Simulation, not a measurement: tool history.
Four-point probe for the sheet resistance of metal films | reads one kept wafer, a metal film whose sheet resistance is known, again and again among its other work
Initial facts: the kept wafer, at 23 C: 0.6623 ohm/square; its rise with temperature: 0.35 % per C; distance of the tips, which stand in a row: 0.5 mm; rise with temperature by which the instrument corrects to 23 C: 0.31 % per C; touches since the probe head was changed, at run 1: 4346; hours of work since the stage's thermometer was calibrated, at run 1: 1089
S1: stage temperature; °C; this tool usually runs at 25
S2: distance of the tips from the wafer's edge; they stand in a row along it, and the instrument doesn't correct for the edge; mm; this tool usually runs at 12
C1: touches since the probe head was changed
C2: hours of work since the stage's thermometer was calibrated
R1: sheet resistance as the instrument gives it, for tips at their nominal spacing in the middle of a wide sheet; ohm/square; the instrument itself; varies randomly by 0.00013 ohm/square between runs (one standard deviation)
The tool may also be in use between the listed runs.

run    hour  S1  S2     C1    C2        R1
  1       0  25  12   4346  1089  0.662521
  2    30.7  25  12   4786  1102  0.662962
  3    55.7  25  12   5145  1112  0.662823
  4    76.8  25  12   5448  1120  0.662648
  5    94.6  25  12   5702  1127  0.662486
  6   130.6  25  12   6219  1142  0.662533
  7   156.3  25  38   6588  1152  0.661934
  8   175.4  25  38   6862  1160  0.661861
  9   211.8  25  38   7385  1175  0.662035
 10   236.4  25  38   7737  1184  0.661756
 11   263.9  25  38   8133  1196  0.661771
 12   300.9  25  10   8663  1210  0.662633
 13   318.1  25  10   8911  1217  0.662684
 14   348.6  25  12   9348  1230  0.662226
 15   379.5  25  29   9791  1242  0.662064
 16   415.2  25  29  10304  1256   0.66159
 17   451.5  25  29  10824  1271  0.661803
 18   483.7  24  12  11287  1284  0.661812
 19     515  24  12  11735  1297  0.661779
 20   549.8  24  11  12234  1311  0.662095
 21   582.4  24  11  12702  1324   0.66185
 22   607.5  29  18  13062  1334  0.662987
      610.9  -- stage's thermometer calibrated
 23   642.9  29  12  13562    13  0.662772
 24   674.1  29  12  14010    25  0.662887
 25   691.7  21  12  14263    33  0.660373
 26   726.7  27  34  14766    47  0.661735
 27   742.9  27  34  14998    53  0.661862
      766.4  -- stage's thermometer calibrated, once more
 28   766.4  25  48  15328     0  0.662417
 29     792  25  48  15696    10  0.662507
 30     823  31   8  16140    23  0.665523
 31   852.2  25   4  16559    35  0.668015
 32   872.2  25  25  16846    43  0.662506
 33   902.2  30  16  17276    55  0.664119
 34   925.6  32  12  17612    64  0.665044
 35   949.6  27  12  17957    74  0.663554
 36     967  27  12  18206    81  0.663606
 37   990.8  29  10  18547    90  0.664199
 38  1026.1  29  10  19054   105  0.664416
 39  1046.8  28   5  19351   113  0.666697
 40  1061.9  22  21  19568   119  0.661534
 41  1079.9  33  24  19826   126   0.66441
 42  1112.5  33  24  20293   139  0.664532

Branching from run 42: 4 alternative next runs. What would each branch give?
  A  1141.1  22   3  20703  151   ?
  B  1141.1  31  39  20703  151   ?
  C  1141.1  25   7  20703  151   ?
  D  1141.1  33   3  20703  151   ?

run        R1
  A  0.670967
  B  0.663855
  C  0.663969
  D  0.674126
With no hidden state in the tool, these same runs would have given:
run        R1
  A  0.671706
  B   0.66458
  C  0.664698
  D  0.674861
